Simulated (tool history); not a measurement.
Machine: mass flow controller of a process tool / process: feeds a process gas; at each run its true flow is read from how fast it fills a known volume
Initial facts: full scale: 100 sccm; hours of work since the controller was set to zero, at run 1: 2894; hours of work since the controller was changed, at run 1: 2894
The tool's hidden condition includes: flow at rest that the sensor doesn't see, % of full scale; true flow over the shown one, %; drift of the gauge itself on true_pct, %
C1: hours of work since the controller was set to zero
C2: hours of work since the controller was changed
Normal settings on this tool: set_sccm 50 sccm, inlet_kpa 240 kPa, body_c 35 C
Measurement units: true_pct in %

{"run": 1, "hour": 0.0, "set_sccm": 50, "inlet_kpa": 240, "body_c": 35, "C1": 2894, "C2": 2894, "true_pct": 99.08}
{"run": 2, "hour": 87.6, "set_sccm": 50, "inlet_kpa": 240, "body_c": 35, "C1": 2960, "C2": 2960, "true_pct": 99.15}
{"run": 3, "hour": 155.0, "set_sccm": 50, "inlet_kpa": 240, "body_c": 35, "C1": 3011, "C2": 3011, "true_pct": 99.19}
{"run": 4, "hour": 291.2, "set_sccm": 50, "inlet_kpa": 240, "body_c": 32, "C1": 3114, "C2": 3114, "true_pct": 99.24}
{"run": 5, "hour": 432.1, "set_sccm": 50, "inlet_kpa": 240, "body_c": 35, "C1": 3220, "C2": 3220, "true_pct": 99.35}
{"run": 6, "hour": 499.9, "set_sccm": 50, "inlet_kpa": 240, "body_c": 35, "C1": 3272, "C2": 3272, "true_pct": 99.53}
{"run": 7, "hour": 592.1, "set_sccm": 50, "inlet_kpa": 240, "body_c": 35, "C1": 3341, "C2": 3341, "true_pct": 99.37}
{"run": 8, "hour": 694.5, "set_sccm": 50, "inlet_kpa": 240, "body_c": 35, "C1": 3418, "C2": 3418, "true_pct": 99.55}
{"run": 9, "hour": 774.9, "set_sccm": 14, "inlet_kpa": 240, "body_c": 29, "C1": 3479, "C2": 3479, "true_pct": 99.29}

Run 10 has not been measured yet. What should we expect?
{"run": 10, "hour": 864.2, "set_sccm": 25, "inlet_kpa": 240, "body_c": 35, "C1": 3546, "C2": 3546, "true_pct": "?"}

true_pct: 99.37 %
Had the tool carried no hidden state, the very same run would have given true_pct 98.71 %.
